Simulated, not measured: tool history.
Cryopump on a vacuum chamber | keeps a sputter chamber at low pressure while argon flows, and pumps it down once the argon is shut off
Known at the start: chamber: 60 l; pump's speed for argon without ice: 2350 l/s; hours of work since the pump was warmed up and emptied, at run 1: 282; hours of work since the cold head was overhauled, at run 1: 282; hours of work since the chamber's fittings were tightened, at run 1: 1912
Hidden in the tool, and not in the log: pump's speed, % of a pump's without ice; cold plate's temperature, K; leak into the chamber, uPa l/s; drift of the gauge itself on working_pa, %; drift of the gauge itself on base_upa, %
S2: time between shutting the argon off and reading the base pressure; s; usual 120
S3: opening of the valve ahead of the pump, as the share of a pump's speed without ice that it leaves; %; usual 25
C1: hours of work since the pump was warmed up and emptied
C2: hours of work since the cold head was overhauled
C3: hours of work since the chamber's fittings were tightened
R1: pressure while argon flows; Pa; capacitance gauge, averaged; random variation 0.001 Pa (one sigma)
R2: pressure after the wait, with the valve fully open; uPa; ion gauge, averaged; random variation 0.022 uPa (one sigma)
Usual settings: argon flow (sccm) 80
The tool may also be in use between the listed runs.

run 1 hour=0.0 | argon_flow_(sccm)=80 S2=120 S3=25 | C1=282 C2=282 C3=1912 | R1=0.2359 R2=1.29
run 2 hour=73.4 | argon_flow_(sccm)=100 S2=120 S3=25 | C1=340 C2=340 C3=1971 | R1=0.2949 R2=1.33
run 3 hour=148.5 | argon_flow_(sccm)=100 S2=110 S3=25 | C1=400 C2=400 C3=2031 | R1=0.2968 R2=1.41
run 4 hour=216.8 | argon_flow_(sccm)=80 S2=145 S3=25 | C1=455 C2=455 C3=2086 | R1=0.2394 R2=1.32
run 5 hour=274.6 | argon_flow_(sccm)=80 S2=145 S3=25 | C1=501 C2=501 C3=2132 | R1=0.2393 R2=1.39
run 6 hour=348.8 | argon_flow_(sccm)=80 S2=145 S3=25 | C1=561 C2=561 C3=2191 | R1=0.2403 R2=1.44
run 7 hour=408.3 | argon_flow_(sccm)=80 S2=120 S3=25 | C1=608 C2=608 C3=2239 | R1=0.2416 R2=1.54
run 8 hour=440.1 | argon_flow_(sccm)=80 S2=120 S3=25 | C1=634 C2=634 C3=2265 | R1=0.2442 R2=1.58
run 9 hour=491.0 | argon_flow_(sccm)=80 S2=120 S3=25 | C1=675 C2=675 C3=2305 | R1=0.2424 R2=1.56
run 10 hour=536.5 | argon_flow_(sccm)=80 S2=120 S3=25 | C1=711 C2=711 C3=2342 | R1=0.2443 R2=1.62
run 11 hour=599.9 | argon_flow_(sccm)=80 S2=120 S3=25 | C1=762 C2=762 C3=2392 | R1=0.2455 R2=1.70
run 12 hour=631.0 | argon_flow_(sccm)=43 S2=28 S3=47 | C1=787 C2=787 C3=2417 | R1=0.0748 R2=3.12
run 13 hour=662.9 | argon_flow_(sccm)=78 S2=120 S3=31 | C1=812 C2=812 C3=2443 | R1=0.1966 R2=1.70

Forecast each of these 3 alternatives for the next run:
run A hour=694.5 | argon_flow_(sccm)=78 S2=97 S3=31 | C1=838 C2=838 C3=2468 | R1=? R2=?
run B hour=694.5 | argon_flow_(sccm)=122 S2=113 S3=25 | C1=838 C2=838 C3=2468 | R1=? R2=?
run C hour=694.5 | argon_flow_(sccm)=80 S2=45 S3=24 | C1=838 C2=838 C3=2468 | R1=? R2=?

run=A R1=0.1982 R2=1.78
run=B R1=0.3796 R2=1.74
run=C R1=0.2601 R2=2.46
Without the tool's hidden state the same runs would have given:
run=A R1=0.1808 R2=0.63
run=B R1=0.3524 R2=0.58
run=C R1=0.2422 R2=1.30
